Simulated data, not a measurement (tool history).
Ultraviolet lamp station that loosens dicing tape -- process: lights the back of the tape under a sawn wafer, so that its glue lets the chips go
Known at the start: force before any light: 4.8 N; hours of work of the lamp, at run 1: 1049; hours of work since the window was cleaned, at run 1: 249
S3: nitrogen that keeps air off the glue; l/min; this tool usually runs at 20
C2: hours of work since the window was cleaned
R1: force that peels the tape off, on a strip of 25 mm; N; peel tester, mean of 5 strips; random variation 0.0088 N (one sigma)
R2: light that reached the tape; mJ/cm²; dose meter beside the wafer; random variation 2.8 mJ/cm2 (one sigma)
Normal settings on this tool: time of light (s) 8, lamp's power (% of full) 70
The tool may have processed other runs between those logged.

Run 1, hour 0.0: usual settings; hours of work of the lamp 1049; C2 249. Result: R1 0.592 N, R2 279 mJ/cm².
Run 2, hour 44.7: usual settings; hours of work of the lamp 1080; C2 280. Result: R1 0.596 N, R2 270 mJ/cm².
Run 3, hour 86.8: usual settings; hours of work of the lamp 1109; C2 309. Result: R1 0.638 N, R2 268 mJ/cm².
Run 4, hour 141.3: usual settings but time of light (s) 16; hours of work of the lamp 1147; C2 347. Result: R1 0.282 N, R2 525 mJ/cm².
Run 5, hour 179.4: usual settings but time of light (s) 16; hours of work of the lamp 1173; C2 373. Result: R1 0.272 N, R2 517 mJ/cm².
Run 6, hour 212.5: usual settings but time of light (s) 16; hours of work of the lamp 1196; C2 396. Result: R1 0.289 N, R2 512 mJ/cm².
Run 7, hour 274.9: usual settings; hours of work of the lamp 1239; C2 439. Result: R1 0.717 N, R2 245 mJ/cm².
Run 8, hour 323.0: usual settings; hours of work of the lamp 1272; C2 472. Result: R1 0.756 N, R2 246 mJ/cm².
Run 9, hour 382.7: usual settings but S3 8 l/min; hours of work of the lamp 1313; C2 513. Result: R1 1.239 N, R2 239 mJ/cm².
At hour 416.7: window cleaned of glue's vapour.
Run 10, hour 435.2: usual settings but S3 8 l/min; hours of work of the lamp 1349; C2 13. Result: R1 1.344 N, R2 231 mJ/cm².
Run 11, hour 474.7: usual settings; hours of work of the lamp 1376; C2 40. Result: R1 0.824 N, R2 223 mJ/cm².
Run 12, hour 532.0: usual settings; hours of work of the lamp 1416; C2 80. Result: R1 0.847 N, R2 224 mJ/cm².
At hour 537.8: lamp changed.
At hour 556.7: window cleaned of glue's vapour, once more.
Run 13, hour 567.6: usual settings; hours of work of the lamp 20; C2 8. Result: R1 0.366 N, R2 386 mJ/cm².
Run 14, hour 616.9: usual settings; hours of work of the lamp 54; C2 42. Result: R1 0.381 N, R2 383 mJ/cm².
Run 15, hour 677.4: usual settings but lamp's power (% of full) 98; hours of work of the lamp 96; C2 83. Result: R1 0.294 N, R2 518 mJ/cm².
Run 16, hour 741.2: usual settings but lamp's power (% of full) 92, S3 8 l/min; hours of work of the lamp 140; C2 127. Result: R1 0.468 N, R2 478 mJ/cm².
Run 17, hour 780.4: usual settings but lamp's power (% of full) 92, S3 8 l/min; hours of work of the lamp 167; C2 154. Result: R1 0.472 N, R2 477 mJ/cm².
Run 18, hour 814.1: usual settings but lamp's power (% of full) 87; hours of work of the lamp 190; C2 178. Result: R1 0.338 N, R2 442 mJ/cm².
Run 19, hour 858.4: usual settings but lamp's power (% of full) 87; hours of work of the lamp 221; C2 208. Result: R1 0.331 N, R2 438 mJ/cm².
Run 20, hour 901.6: usual settings but lamp's power (% of full) 87; hours of work of the lamp 251; C2 238. Result: R1 0.313 N, R2 432 mJ/cm².
Run 21, hour 948.0: usual settings but lamp's power (% of full) 87; hours of work of the lamp 283; C2 270. Result: R1 0.335 N, R2 423 mJ/cm².
Run 22, hour 995.1: usual settings but lamp's power (% of full) 87; hours of work of the lamp 315; C2 302. Result: R1 0.359 N, R2 418 mJ/cm².
Run 23, hour 1033.6: usual settings but time of light (s) 5, lamp's power (% of full) 66, S3 9 l/min; hours of work of the lamp 342; C2 329. Result: R1 1.495 N, R2 192 mJ/cm².
Run 24, hour 1093.9: usual settings but time of light (s) 5, lamp's power (% of full) 66, S3 9 l/min; hours of work of the lamp 383; C2 371. Result: R1 1.544 N, R2 193 mJ/cm².
Run 25, hour 1171.9: usual settings but time of light (s) 4, S3 6 l/min; hours of work of the lamp 437; C2 424. Result: R1 2.063 N, R2 159 mJ/cm².
Run 26, hour 1240.8: usual settings but time of light (s) 4, lamp's power (% of full) 68, S3 6 l/min; hours of work of the lamp 485; C2 472. Result: R1 2.181 N, R2 147 mJ/cm².
Run 27, hour 1294.6: usual settings but time of light (s) 14, lamp's power (% of full) 71, S3 12 l/min; hours of work of the lamp 522; C2 509. Result: R1 0.347 N, R2 534 mJ/cm².
At hour 1334.5: window cleaned of glue's vapour.
Run 28, hour 1361.4: usual settings but time of light (s) 14, lamp's power (% of full) 71, S3 12 l/min; hours of work of the lamp 567; C2 19. Result: R1 0.297 N, R2 593 mJ/cm².
Run 29, hour 1407.1: usual settings but time of light (s) 5, lamp's power (% of full) 71, S3 16 l/min; hours of work of the lamp 599; C2 50. Result: R1 0.998 N, R2 208 mJ/cm².

Predict each of these 5 candidate next runs independently; none follows another, all start after run 29:
Run A, hour 1465.1: usual settings but time of light (s) 13, lamp's power (% of full) 87, S3 23 l/min; hours of work of the lamp 639; C2 90. Result: R1 ?, R2 ?.
Run B, hour 1465.1: usual settings but time of light (s) 5, lamp's power (% of full) 71, S3 12 l/min; hours of work of the lamp 639; C2 90. Result: R1 ?, R2 ?.
Run C, hour 1465.1: usual settings but time of light (s) 5, lamp's power (% of full) 86, S3 19 l/min; hours of work of the lamp 639; C2 90. Result: R1 ?, R2 ?.
Run D, hour 1465.1: usual settings but lamp's power (% of full) 90, S3 16 l/min; hours of work of the lamp 639; C2 90. Result: R1 ?, R2 ?.
Run E, hour 1465.1: usual settings but time of light (s) 15, lamp's power (% of full) 98, S3 13 l/min; hours of work of the lamp 639; C2 90. Result: R1 ?, R2 ?.

run     R1   R2
  A  0.261  658
  B  1.214  204
  C  0.761  244
  D  0.379  418
  E  0.260  850
The same runs, with their run-to-run variation unchanged, on a tool lacking any hidden condition would have given:
run     R1    R2
  A  0.254   818
  B  0.908   254
  C  0.549   304
  D  0.301   519
  E  0.254  1056
